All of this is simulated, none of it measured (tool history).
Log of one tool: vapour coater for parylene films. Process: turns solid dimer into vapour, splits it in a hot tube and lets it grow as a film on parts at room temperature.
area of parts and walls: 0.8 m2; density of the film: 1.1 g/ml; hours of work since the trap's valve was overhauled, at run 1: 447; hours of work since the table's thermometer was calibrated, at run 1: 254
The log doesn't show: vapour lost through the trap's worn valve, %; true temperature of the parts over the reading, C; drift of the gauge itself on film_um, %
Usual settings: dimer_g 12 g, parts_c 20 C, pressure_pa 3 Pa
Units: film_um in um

run,hour,dimer_g,parts_c,pressure_pa,hours of work since the trap's valve was overhauled,hours of work since the table's thermometer was calibrated,film_um
1,0,12,20,3,447,254,8.61
2,10.9,12,32,3,454,261,5.64
3,33,12,32,3,469,276,5.68
4,50.6,12,32,3,481,288,5.64
5,67.9,12,32,3,492,300,5.67
6,84.3,12,32,3,503,311,5.58
7,96.9,12,32,2.99,512,319,5.62
8,111.5,9,32,2.99,521,329,4.21
9,123.8,9,32,2.99,530,337,4.15
# hour 136.3: trap's valve overhauled
10,143.5,9,32,2.99,5,347,4.87
11,160.6,9,13,2.99,16,359,8.86
12,176.1,9,13,2.99,27,369,8.88
13,187.4,9,13,5.76,34,377,7.66
14,209.2,15,20,3,49,391,11.72
15,225.4,15,20,3,60,402,11.7
16,241.7,15,20,3,70,413,11.76
17,252.2,12,20,2.75,77,420,9.4
18,271.2,12,20,2.75,90,433,9.36
19,286.6,12,20,2.75,100,443,9.33
20,307.4,14,14,4.68,114,457,11.73
21,329.8,12,17,4.48,129,472,9.37
22,347.9,12,20,11.28,141,484,6.88
23,357.9,17,16,3,148,491,14.81
24,378.3,12,20,9.64,162,504,6.95
25,389.8,16,16,2.02,169,512,14.87
26,408.5,16,16,2.02,182,525,14.87
27,426.3,20,23,10.32,194,537,10.34
28,438.3,12,20,2.69,202,545,9.07
29,456.1,18,19,2.75,214,556,14.03
30,475,18,19,2.75,226,569,13.94
31,493.7,18,19,2.75,239,582,14.11
32,510.1,14,17,4.06,250,593,10.7
33,521.1,12,27,9.86,257,600,5.37
34,540.6,12,27,9.86,270,613,5.42
35,560.8,5,22,6.3,284,626,2.93
36,580.5,5,22,6.3,297,640,2.93
37,595.9,6,22,3.45,307,650,3.92

Forecast each of these 3 alternatives for the next run:
A,609.1,22,20,2.97,316,659,?
B,609.1,6,22,7.56,316,659,?
C,609.1,6,22,3.13,316,659,?

run,film_um
A,15.98
B,3.32
C,4.06
Without the tool's hidden state the same runs would have given:
run,film_um
A,17.66
B,3.67
C,4.49

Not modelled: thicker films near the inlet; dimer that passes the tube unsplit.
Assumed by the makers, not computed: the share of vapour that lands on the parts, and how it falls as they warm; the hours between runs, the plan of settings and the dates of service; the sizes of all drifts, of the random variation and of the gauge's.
